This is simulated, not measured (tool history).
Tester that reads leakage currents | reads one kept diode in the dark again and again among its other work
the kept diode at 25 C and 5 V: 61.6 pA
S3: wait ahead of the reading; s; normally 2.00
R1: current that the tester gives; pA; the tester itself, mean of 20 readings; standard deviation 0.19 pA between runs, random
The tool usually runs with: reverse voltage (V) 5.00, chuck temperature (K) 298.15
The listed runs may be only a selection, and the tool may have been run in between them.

run 1 hour=0.0 | reverse_voltage_(V)=5.00 chuck_temperature_(K)=298.15 S3=2.00 | R1=70.23
run 2 hour=68.8 | reverse_voltage_(V)=5.00 chuck_temperature_(K)=298.15 S3=2.00 | R1=70.53
run 3 hour=134.8 | reverse_voltage_(V)=5.00 chuck_temperature_(K)=298.15 S3=2.00 | R1=70.69
run 4 hour=187.4 | reverse_voltage_(V)=5.00 chuck_temperature_(K)=301.15 S3=2.00 | R1=86.18
run 5 hour=256.2 | reverse_voltage_(V)=5.00 chuck_temperature_(K)=297.15 S3=2.00 | R1=66.27
run 6 hour=303.1 | reverse_voltage_(V)=5.00 chuck_temperature_(K)=297.15 S3=2.00 | R1=66.37
run 7 hour=370.3 | reverse_voltage_(V)=5.00 chuck_temperature_(K)=298.15 S3=2.00 | R1=71.34
run 8 hour=452.8 | reverse_voltage_(V)=5.00 chuck_temperature_(K)=298.15 S3=2.00 | R1=71.68
run 9 hour=504.6 | reverse_voltage_(V)=5.00 chuck_temperature_(K)=298.15 S3=2.00 | R1=71.40
-- hour=539.7 probe card cleaned and baked
run 10 hour=579.8 | reverse_voltage_(V)=5.00 chuck_temperature_(K)=298.15 S3=2.00 | R1=64.51
run 11 hour=631.5 | reverse_voltage_(V)=5.00 chuck_temperature_(K)=298.15 S3=2.00 | R1=64.31
run 12 hour=674.7 | reverse_voltage_(V)=5.00 chuck_temperature_(K)=298.15 S3=2.00 | R1=64.46
run 13 hour=740.8 | reverse_voltage_(V)=1.11 chuck_temperature_(K)=298.15 S3=2.00 | R1=28.55
run 14 hour=811.1 | reverse_voltage_(V)=1.11 chuck_temperature_(K)=298.15 S3=2.00 | R1=28.80
run 15 hour=887.7 | reverse_voltage_(V)=1.11 chuck_temperature_(K)=298.15 S3=2.00 | R1=28.90
-- hour=897.0 chuck's temperature calibrated
run 16 hour=952.9 | reverse_voltage_(V)=1.11 chuck_temperature_(K)=298.15 S3=2.00 | R1=29.53
run 17 hour=990.7 | reverse_voltage_(V)=1.29 chuck_temperature_(K)=298.15 S3=2.00 | R1=32.08
run 18 hour=1027.0 | reverse_voltage_(V)=1.29 chuck_temperature_(K)=303.15 S3=2.00 | R1=45.96
run 19 hour=1095.8 | reverse_voltage_(V)=5.00 chuck_temperature_(K)=298.15 S3=2.00 | R1=66.97
run 20 hour=1135.2 | reverse_voltage_(V)=5.00 chuck_temperature_(K)=298.15 S3=2.00 | R1=67.03
run 21 hour=1173.6 | reverse_voltage_(V)=5.00 chuck_temperature_(K)=298.15 S3=2.00 | R1=67.41
run 22 hour=1250.0 | reverse_voltage_(V)=3.21 chuck_temperature_(K)=298.15 S3=1.03 | R1=53.05
run 23 hour=1316.9 | reverse_voltage_(V)=3.21 chuck_temperature_(K)=298.15 S3=1.03 | R1=52.96
run 24 hour=1354.8 | reverse_voltage_(V)=13.23 chuck_temperature_(K)=297.15 S3=1.13 | R1=107.97
-- hour=1384.0 chuck's temperature calibrated, once more
run 25 hour=1410.5 | reverse_voltage_(V)=13.65 chuck_temperature_(K)=301.15 S3=5.12 | R1=138.00
run 26 hour=1462.6 | reverse_voltage_(V)=2.44 chuck_temperature_(K)=323.15 S3=3.12 | R1=235.89
run 27 hour=1522.2 | reverse_voltage_(V)=11.95 chuck_temperature_(K)=298.15 S3=2.00 | R1=104.27
run 28 hour=1592.4 | reverse_voltage_(V)=2.56 chuck_temperature_(K)=329.15 S3=0.52 | R1=354.41
run 29 hour=1650.1 | reverse_voltage_(V)=13.32 chuck_temperature_(K)=329.15 S3=0.38 | R1=859.18
run 30 hour=1725.6 | reverse_voltage_(V)=4.27 chuck_temperature_(K)=317.15 S3=2.53 | R1=218.02
run 31 hour=1773.4 | reverse_voltage_(V)=4.27 chuck_temperature_(K)=317.15 S3=2.53 | R1=218.98
run 32 hour=1826.6 | reverse_voltage_(V)=11.75 chuck_temperature_(K)=317.15 S3=6.32 | R1=379.82
run 33 hour=1899.6 | reverse_voltage_(V)=9.79 chuck_temperature_(K)=323.15 S3=1.82 | R1=505.98
run 34 hour=1935.9 | reverse_voltage_(V)=9.79 chuck_temperature_(K)=323.15 S3=1.82 | R1=505.81
run 35 hour=2009.8 | reverse_voltage_(V)=1.19 chuck_temperature_(K)=294.15 S3=5.75 | R1=22.03
run 36 hour=2073.3 | reverse_voltage_(V)=4.70 chuck_temperature_(K)=294.15 S3=8.17 | R1=47.37

For run 37, what comes out?
run 37 hour=2149.2 | reverse_voltage_(V)=4.70 chuck_temperature_(K)=294.15 S3=8.17 | R1=?

{"run 37": {"R1": 47.46}}
Were there no unlogged condition in the tool, this run, its random variation unchanged, would have produced R1 43.93 pA.
